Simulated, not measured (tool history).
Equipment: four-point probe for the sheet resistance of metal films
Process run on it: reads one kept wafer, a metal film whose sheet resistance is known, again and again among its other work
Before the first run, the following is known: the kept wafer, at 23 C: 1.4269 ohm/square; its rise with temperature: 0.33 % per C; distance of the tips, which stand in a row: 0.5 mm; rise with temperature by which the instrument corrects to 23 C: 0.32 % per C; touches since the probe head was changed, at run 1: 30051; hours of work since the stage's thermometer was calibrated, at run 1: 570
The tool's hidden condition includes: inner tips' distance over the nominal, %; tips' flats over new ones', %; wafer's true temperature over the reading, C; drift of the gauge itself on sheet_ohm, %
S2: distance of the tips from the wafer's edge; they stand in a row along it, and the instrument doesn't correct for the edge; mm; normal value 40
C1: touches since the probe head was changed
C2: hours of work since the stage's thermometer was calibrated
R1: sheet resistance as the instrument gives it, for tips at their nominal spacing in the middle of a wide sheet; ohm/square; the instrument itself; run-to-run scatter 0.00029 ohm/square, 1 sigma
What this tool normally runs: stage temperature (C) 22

{"run": 1, "hour": 0.0, "stage temperature (C)": 22, "S2": 40, "C1": 30051, "C2": 570, "R1": 1.433457}
{"run": 2, "hour": 12.7, "stage temperature (C)": 22, "S2": 40, "C1": 30456, "C2": 579, "R1": 1.433869}
{"run": 3, "hour": 22.3, "stage temperature (C)": 22, "S2": 40, "C1": 30763, "C2": 585, "R1": 1.433035}
{"run": 4, "hour": 40.7, "stage temperature (C)": 22, "S2": 3, "C1": 31350, "C2": 597, "R1": 1.454448}
{"run": 5, "hour": 55.8, "stage temperature (C)": 22, "S2": 40, "C1": 31831, "C2": 607, "R1": 1.433574}
{"run": 6, "hour": 69.0, "stage temperature (C)": 19, "S2": 40, "C1": 32255, "C2": 616, "R1": 1.433373}
{"run": 7, "hour": 79.9, "stage temperature (C)": 19, "S2": 40, "C1": 32601, "C2": 623, "R1": 1.433879}
{"run": 8, "hour": 95.7, "stage temperature (C)": 19, "S2": 40, "C1": 33107, "C2": 634, "R1": 1.433748}
{"run": 9, "hour": 106.0, "stage temperature (C)": 19, "S2": 40, "C1": 33434, "C2": 641, "R1": 1.433379}
{"run": 10, "hour": 121.1, "stage temperature (C)": 22, "S2": 40, "C1": 33917, "C2": 651, "R1": 1.434435}
{"run": 11, "hour": 133.5, "stage temperature (C)": 22, "S2": 40, "C1": 34315, "C2": 659, "R1": 1.434044}
{"run": 12, "hour": 151.9, "stage temperature (C)": 22, "S2": 40, "C1": 34903, "C2": 671, "R1": 1.434319}
{"run": 13, "hour": 169.4, "stage temperature (C)": 19, "S2": 43, "C1": 35460, "C2": 683, "R1": 1.434483}
{"run": 14, "hour": 187.2, "stage temperature (C)": 32, "S2": 6, "C1": 36030, "C2": 694, "R1": 1.441023}
{"run": 15, "hour": 205.3, "stage temperature (C)": 32, "S2": 6, "C1": 36607, "C2": 706, "R1": 1.440812}
{"run": 16, "hour": 219.5, "stage temperature (C)": 22, "S2": 17, "C1": 37061, "C2": 716, "R1": 1.435214}
{"run": 17, "hour": 235.3, "stage temperature (C)": 24, "S2": 5, "C1": 37563, "C2": 726, "R1": 1.442677}
{"run": 18, "hour": 244.8, "stage temperature (C)": 33, "S2": 5, "C1": 37868, "C2": 733, "R1": 1.443649}
{"run": 19, "hour": 264.3, "stage temperature (C)": 29, "S2": 6, "C1": 38491, "C2": 746, "R1": 1.441304}

What does the tool deliver on the next run?
{"run": 20, "hour": 276.2, "stage temperature (C)": 31, "S2": 69, "C1": 38870, "C2": 753, "R1": "?"}

R1: 1.435735 ohm/square
Take away the tool's hidden state, keep the run-to-run variation as it was, and the same run would have given R1 1.427190 ohm/square.
